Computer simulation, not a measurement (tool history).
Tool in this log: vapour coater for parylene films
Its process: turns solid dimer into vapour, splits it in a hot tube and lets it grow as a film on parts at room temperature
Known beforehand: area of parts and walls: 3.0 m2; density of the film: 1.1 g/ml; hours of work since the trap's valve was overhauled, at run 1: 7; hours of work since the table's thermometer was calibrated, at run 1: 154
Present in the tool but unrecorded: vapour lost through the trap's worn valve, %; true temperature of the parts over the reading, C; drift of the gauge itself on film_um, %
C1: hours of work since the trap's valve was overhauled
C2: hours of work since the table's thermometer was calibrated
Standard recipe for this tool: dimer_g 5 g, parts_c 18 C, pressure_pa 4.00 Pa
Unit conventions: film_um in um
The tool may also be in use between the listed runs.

{"run": 1, "day": 0.0, "dimer_g": 5, "parts_c": 18, "pressure_pa": 4.0, "C1": 7, "C2": 154, "film_um": 0.84}
{"run": 2, "day": 0.488, "dimer_g": 5, "parts_c": 18, "pressure_pa": 4.0, "C1": 15, "C2": 162, "film_um": 0.85}
{"run": 3, "day": 1.462, "dimer_g": 5, "parts_c": 18, "pressure_pa": 4.0, "C1": 32, "C2": 179, "film_um": 0.85}
{"run": 4, "day": 2.3, "dimer_g": 5, "parts_c": 18, "pressure_pa": 4.0, "C1": 46, "C2": 193, "film_um": 0.84}
{"run": 5, "day": 2.8, "dimer_g": 5, "parts_c": 18, "pressure_pa": 4.0, "C1": 55, "C2": 202, "film_um": 0.84}
{"run": 6, "day": 3.283, "dimer_g": 5, "parts_c": 21, "pressure_pa": 4.0, "C1": 63, "C2": 210, "film_um": 0.74}
{"run": 7, "day": 4.254, "dimer_g": 5, "parts_c": 21, "pressure_pa": 4.0, "C1": 79, "C2": 226, "film_um": 0.72}
{"run": 8, "day": 5.304, "dimer_g": 5, "parts_c": 21, "pressure_pa": 4.0, "C1": 97, "C2": 244, "film_um": 0.71}
{"run": 9, "day": 6.35, "dimer_g": 5, "parts_c": 21, "pressure_pa": 7.98, "C1": 115, "C2": 262, "film_um": 0.6}
{"run": 10, "day": 7.004, "dimer_g": 5, "parts_c": 15, "pressure_pa": 4.0, "C1": 126, "C2": 273, "film_um": 0.96}
{"run": 11, "day": 7.842, "dimer_g": 5, "parts_c": 15, "pressure_pa": 4.0, "C1": 140, "C2": 287, "film_um": 0.94}
{"run": 12, "day": 8.638, "dimer_g": 5, "parts_c": 15, "pressure_pa": 4.0, "C1": 154, "C2": 301, "film_um": 0.93}
{"run": 13, "day": 9.212, "dimer_g": 5, "parts_c": 18, "pressure_pa": 4.0, "C1": 164, "C2": 311, "film_um": 0.8}
{"run": 14, "day": 10.088, "dimer_g": 5, "parts_c": 11, "pressure_pa": 4.0, "C1": 178, "C2": 325, "film_um": 1.11}
{"run": 15, "day": 10.629, "dimer_g": 5, "parts_c": 11, "pressure_pa": 4.0, "C1": 188, "C2": 335, "film_um": 1.13}
{"run": 16, "day": 11.183, "dimer_g": 5, "parts_c": 11, "pressure_pa": 4.51, "C1": 197, "C2": 344, "film_um": 1.08}
{"run": 17, "day": 11.871, "dimer_g": 6, "parts_c": 18, "pressure_pa": 4.0, "C1": 209, "C2": 356, "film_um": 0.95}
{"run": 18, "day": 12.429, "dimer_g": 6, "parts_c": 18, "pressure_pa": 4.0, "C1": 218, "C2": 365, "film_um": 0.96}
{"run": 19, "day": 13.283, "dimer_g": 6, "parts_c": 18, "pressure_pa": 4.0, "C1": 233, "C2": 380, "film_um": 0.95}
{"run": 20, "day": 14.004, "dimer_g": 6, "parts_c": 18, "pressure_pa": 4.0, "C1": 245, "C2": 392, "film_um": 0.94}
{"run": 21, "day": 14.571, "dimer_g": 5, "parts_c": 13, "pressure_pa": 10.06, "C1": 255, "C2": 402, "film_um": 0.78}
{"run": 22, "day": 15.633, "dimer_g": 5, "parts_c": 29, "pressure_pa": 6.1, "C1": 273, "C2": 420, "film_um": 0.42}
{"run": 23, "day": 16.575, "dimer_g": 5, "parts_c": 29, "pressure_pa": 6.1, "C1": 289, "C2": 436, "film_um": 0.43}
{"run": 24, "day": 17.329, "dimer_g": 5, "parts_c": 29, "pressure_pa": 6.1, "C1": 302, "C2": 449, "film_um": 0.42}
{"run": 25, "day": 18.208, "dimer_g": 5, "parts_c": 10, "pressure_pa": 4.95, "C1": 317, "C2": 464, "film_um": 1.06}
{"run": 26, "day": 19.142, "dimer_g": 5, "parts_c": 11, "pressure_pa": 3.93, "C1": 332, "C2": 479, "film_um": 1.06}
{"run": 27, "day": 19.758, "dimer_g": 3, "parts_c": 18, "pressure_pa": 2.32, "C1": 343, "C2": 490, "film_um": 0.52}
{"run": 28, "day": 20.412, "dimer_g": 3, "parts_c": 18, "pressure_pa": 2.32, "C1": 354, "C2": 501, "film_um": 0.52}
{"run": 29, "day": 20.983, "dimer_g": 2, "parts_c": 19, "pressure_pa": 2.64, "C1": 364, "C2": 511, "film_um": 0.34}
{"run": 30, "day": 22.017, "dimer_g": 2, "parts_c": 19, "pressure_pa": 2.64, "C1": 381, "C2": 528, "film_um": 0.33}
{"run": 31, "day": 22.783, "dimer_g": 5, "parts_c": 18, "pressure_pa": 3.21, "C1": 394, "C2": 541, "film_um": 0.79}
{"run": 32, "day": 23.312, "dimer_g": 5, "parts_c": 18, "pressure_pa": 3.21, "C1": 403, "C2": 550, "film_um": 0.79}
{"run": 33, "day": 23.962, "dimer_g": 5, "parts_c": 18, "pressure_pa": 3.21, "C1": 414, "C2": 561, "film_um": 0.79}
{"run": 34, "day": 24.446, "dimer_g": 6, "parts_c": 18, "pressure_pa": 4.47, "C1": 423, "C2": 570, "film_um": 0.89}
{"day": 24.738, "done": "trap's valve overhauled"}
{"run": 35, "day": 25.312, "dimer_g": 6, "parts_c": 18, "pressure_pa": 4.47, "C1": 10, "C2": 582, "film_um": 0.99}
{"run": 36, "day": 26.129, "dimer_g": 6, "parts_c": 18, "pressure_pa": 4.47, "C1": 24, "C2": 596, "film_um": 1.01}
{"run": 37, "day": 26.842, "dimer_g": 6, "parts_c": 18, "pressure_pa": 4.47, "C1": 36, "C2": 608, "film_um": 1.02}
{"run": 38, "day": 27.867, "dimer_g": 3, "parts_c": 23, "pressure_pa": 4.0, "C1": 53, "C2": 625, "film_um": 0.41}
{"run": 39, "day": 28.325, "dimer_g": 9, "parts_c": 25, "pressure_pa": 3.14, "C1": 61, "C2": 633, "film_um": 1.2}
{"run": 40, "day": 28.796, "dimer_g": 9, "parts_c": 26, "pressure_pa": 3.14, "C1": 69, "C2": 641, "film_um": 1.12}

Alternative continuations, all from the tool just after run 40; predict every row:
{"run": "A", "day": 29.812, "dimer_g": 5, "parts_c": 18, "pressure_pa": 9.0, "C1": 86, "C2": 658, "film_um": "?"}
{"run": "B", "day": 29.812, "dimer_g": 9, "parts_c": 29, "pressure_pa": 11.17, "C1": 86, "C2": 658, "film_um": "?"}
{"run": "C", "day": 29.812, "dimer_g": 3, "parts_c": 18, "pressure_pa": 5.73, "C1": 86, "C2": 658, "film_um": "?"}
{"run": "D", "day": 29.812, "dimer_g": 7, "parts_c": 18, "pressure_pa": 4.0, "C1": 86, "C2": 658, "film_um": "?"}

run=A film_um=0.71
run=B film_um=0.72
run=C film_um=0.47
run=D film_um=1.19
Stripped of hidden state, with their random variation kept, the same runs would have yielded:
run=A film_um=0.71
run=B film_um=0.72
run=C film_um=0.47
run=D film_um=1.20

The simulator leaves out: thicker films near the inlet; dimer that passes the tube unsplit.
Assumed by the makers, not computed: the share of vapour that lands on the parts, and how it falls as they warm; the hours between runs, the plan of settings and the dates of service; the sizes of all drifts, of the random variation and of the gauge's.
